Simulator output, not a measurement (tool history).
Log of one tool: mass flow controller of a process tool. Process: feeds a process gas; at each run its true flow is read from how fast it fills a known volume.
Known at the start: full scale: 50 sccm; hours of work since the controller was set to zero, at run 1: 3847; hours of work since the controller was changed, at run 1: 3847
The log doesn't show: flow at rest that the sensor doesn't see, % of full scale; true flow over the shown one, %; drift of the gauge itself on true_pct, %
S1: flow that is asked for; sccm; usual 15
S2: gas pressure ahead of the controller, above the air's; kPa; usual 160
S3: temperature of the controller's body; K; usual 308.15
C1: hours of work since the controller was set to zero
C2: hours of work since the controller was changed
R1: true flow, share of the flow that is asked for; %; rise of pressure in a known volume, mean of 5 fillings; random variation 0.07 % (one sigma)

{"run": 1, "hour": 0.0, "S1": 15, "S2": 160, "S3": 308.15, "C1": 3847, "C2": 3847, "R1": 98.75}
{"run": 2, "hour": 173.7, "S1": 15, "S2": 160, "S3": 308.15, "C1": 3959, "C2": 3959, "R1": 98.43}
{"run": 3, "hour": 338.9, "S1": 15, "S2": 160, "S3": 303.15, "C1": 4065, "C2": 4065, "R1": 98.63}
{"run": 4, "hour": 475.3, "S1": 15, "S2": 160, "S3": 308.15, "C1": 4153, "C2": 4153, "R1": 98.2}
{"run": 5, "hour": 647.5, "S1": 15, "S2": 160, "S3": 308.15, "C1": 4265, "C2": 4265, "R1": 98.19}
{"run": 6, "hour": 732.1, "S1": 15, "S2": 216, "S3": 308.15, "C1": 4319, "C2": 4319, "R1": 98.2}
{"hour": 765.7, "done": "controller's zero set anew"}
{"run": 7, "hour": 837.1, "S1": 15, "S2": 216, "S3": 308.15, "C1": 46, "C2": 4387, "R1": 97.99}
{"run": 8, "hour": 1000.3, "S1": 15, "S2": 216, "S3": 308.15, "C1": 151, "C2": 4492, "R1": 97.94}
{"run": 9, "hour": 1110.4, "S1": 15, "S2": 195, "S3": 299.15, "C1": 222, "C2": 4563, "R1": 98.42}
{"run": 10, "hour": 1221.4, "S1": 15, "S2": 195, "S3": 299.15, "C1": 294, "C2": 4635, "R1": 98.29}
{"run": 11, "hour": 1337.3, "S1": 7, "S2": 211, "S3": 308.15, "C1": 369, "C2": 4709, "R1": 97.55}
{"run": 12, "hour": 1435.0, "S1": 5, "S2": 160, "S3": 308.15, "C1": 432, "C2": 4772, "R1": 97.18}
{"run": 13, "hour": 1544.0, "S1": 5, "S2": 160, "S3": 308.15, "C1": 502, "C2": 4843, "R1": 96.97}
{"run": 14, "hour": 1685.4, "S1": 12, "S2": 160, "S3": 294.15, "C1": 594, "C2": 4934, "R1": 98.05}
{"run": 15, "hour": 1784.1, "S1": 15, "S2": 160, "S3": 302.15, "C1": 657, "C2": 4998, "R1": 97.44}

How the hidden state differs across the entries between the runs, from the last listed run before each to the first after it:
Between runs 6 and 7: controller's zero set anew (hour 765.7)
  flow at rest that the sensor doesn't see, % of full scale: -0.003 -> 0; drift of the gauge itself on true_pct, %: -0.76 -> -0.87
  measured less the result without the state, R1: -0.76 -> -0.86 %
